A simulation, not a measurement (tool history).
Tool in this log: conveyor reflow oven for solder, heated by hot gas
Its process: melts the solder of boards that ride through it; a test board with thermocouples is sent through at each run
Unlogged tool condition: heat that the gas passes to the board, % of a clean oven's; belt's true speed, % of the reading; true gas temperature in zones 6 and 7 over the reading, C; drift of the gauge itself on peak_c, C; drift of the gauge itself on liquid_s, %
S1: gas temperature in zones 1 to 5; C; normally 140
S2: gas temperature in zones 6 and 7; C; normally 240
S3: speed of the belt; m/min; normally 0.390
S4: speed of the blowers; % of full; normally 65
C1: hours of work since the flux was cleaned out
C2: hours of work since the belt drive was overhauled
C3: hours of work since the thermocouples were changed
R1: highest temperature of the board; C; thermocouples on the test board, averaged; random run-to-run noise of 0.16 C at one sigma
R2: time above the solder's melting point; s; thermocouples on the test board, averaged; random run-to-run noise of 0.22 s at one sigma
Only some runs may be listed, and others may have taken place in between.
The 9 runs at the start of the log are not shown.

{"run": 10, "hour": 529.4, "S1": 140, "S2": 240, "S3": 0.39, "S4": 65, "C1": 220, "C2": 91, "C3": 237, "R1": 227.0, "R2": 91.3}
{"hour": 538.3, "done": "flux residue cleaned out of gas plates and filters"}
{"run": 11, "hour": 604.9, "S1": 140, "S2": 240, "S3": 0.39, "S4": 65, "C1": 29, "C2": 121, "C3": 267, "R1": 226.9, "R2": 91.6}
{"run": 12, "hour": 641.0, "S1": 140, "S2": 230, "S3": 0.39, "S4": 65, "C1": 44, "C2": 136, "C3": 282, "R1": 217.8, "R2": 83.8}
{"run": 13, "hour": 726.1, "S1": 140, "S2": 230, "S3": 0.39, "S4": 65, "C1": 81, "C2": 173, "C3": 319, "R1": 218.0, "R2": 83.7}
{"run": 14, "hour": 805.4, "S1": 140, "S2": 240, "S3": 0.39, "S4": 79, "C1": 115, "C2": 207, "C3": 353, "R1": 230.0, "R2": 94.1}
{"run": 15, "hour": 860.2, "S1": 140, "S2": 240, "S3": 0.39, "S4": 79, "C1": 138, "C2": 230, "C3": 376, "R1": 230.0, "R2": 94.3}
{"run": 16, "hour": 905.5, "S1": 139, "S2": 235, "S3": 0.315, "S4": 78, "C1": 158, "C2": 250, "C3": 396, "R1": 229.2, "R2": 116.6}
{"run": 17, "hour": 981.0, "S1": 139, "S2": 235, "S3": 0.315, "S4": 78, "C1": 190, "C2": 282, "C3": 428, "R1": 229.1, "R2": 117.5}
{"hour": 1060.5, "done": "flux residue cleaned out of gas plates and filters"}
{"run": 18, "hour": 1064.3, "S1": 139, "S2": 235, "S3": 0.315, "S4": 59, "C1": 2, "C2": 316, "C3": 462, "R1": 226.2, "R2": 113.6}
{"run": 19, "hour": 1100.1, "S1": 139, "S2": 235, "S3": 0.315, "S4": 59, "C1": 17, "C2": 331, "C3": 477, "R1": 226.4, "R2": 113.5}
{"run": 20, "hour": 1155.2, "S1": 139, "S2": 235, "S3": 0.315, "S4": 59, "C1": 41, "C2": 355, "C3": 501, "R1": 226.1, "R2": 113.5}
{"run": 21, "hour": 1242.2, "S1": 139, "S2": 240, "S3": 0.315, "S4": 77, "C1": 78, "C2": 392, "C3": 538, "R1": 234.1, "R2": 120.2}
{"run": 22, "hour": 1322.9, "S1": 149, "S2": 233, "S3": 0.39, "S4": 65, "C1": 113, "C2": 427, "C3": 573, "R1": 221.8, "R2": 92.4}
{"run": 23, "hour": 1385.3, "S1": 133, "S2": 253, "S3": 0.39, "S4": 65, "C1": 139, "C2": 453, "C3": 599, "R1": 238.1, "R2": 96.4}
{"run": 24, "hour": 1448.4, "S1": 133, "S2": 253, "S3": 0.39, "S4": 54, "C1": 166, "C2": 481, "C3": 627, "R1": 234.1, "R2": 94.0}
{"run": 25, "hour": 1528.7, "S1": 140, "S2": 252, "S3": 0.39, "S4": 65, "C1": 201, "C2": 515, "C3": 661, "R1": 238.2, "R2": 99.4}
{"hour": 1580.6, "done": "flux residue cleaned out of gas plates and filters"}
{"run": 26, "hour": 1583.1, "S1": 154, "S2": 249, "S3": 0.318, "S4": 66, "C1": 1, "C2": 536, "C3": 682, "R1": 242.0, "R2": 131.9}
{"run": 27, "hour": 1649.8, "S1": 153, "S2": 238, "S3": 0.319, "S4": 65, "C1": 30, "C2": 565, "C3": 711, "R1": 231.6, "R2": 123.7}
{"run": 28, "hour": 1735.2, "S1": 148, "S2": 238, "S3": 0.469, "S4": 84, "C1": 66, "C2": 601, "C3": 747, "R1": 225.6, "R2": 78.5}
{"run": 29, "hour": 1773.5, "S1": 148, "S2": 238, "S3": 0.458, "S4": 79, "C1": 83, "C2": 618, "C3": 764, "R1": 225.2, "R2": 80.0}
{"run": 30, "hour": 1833.5, "S1": 132, "S2": 236, "S3": 0.39, "S4": 52, "C1": 109, "C2": 644, "C3": 790, "R1": 218.2, "R2": 78.6}

Predict each of these 4 candidate next runs independently; none follows another, all start after run 30:
{"run": "A", "hour": 1912.9, "S1": 132, "S2": 236, "S3": 0.39, "S4": 56, "C1": 143, "C2": 678, "C3": 824, "R1": "?", "R2": "?"}
{"run": "B", "hour": 1912.9, "S1": 154, "S2": 246, "S3": 0.39, "S4": 70, "C1": 143, "C2": 678, "C3": 824, "R1": "?", "R2": "?"}
{"run": "C", "hour": 1912.9, "S1": 149, "S2": 236, "S3": 0.39, "S4": 50, "C1": 143, "C2": 678, "C3": 824, "R1": "?", "R2": "?"}
{"run": "D", "hour": 1912.9, "S1": 142, "S2": 248, "S3": 0.39, "S4": 68, "C1": 143, "C2": 678, "C3": 824, "R1": "?", "R2": "?"}

run=A R1=219.0 R2=80.1
run=B R1=235.5 R2=104.3
run=C R1=220.4 R2=89.6
run=D R1=235.0 R2=98.5
Without the tool's hidden state the same runs would have given:
run=A R1=219.0 R2=80.0
run=B R1=235.5 R2=104.2
run=C R1=220.3 R2=89.6
run=D R1=234.9 R2=98.4
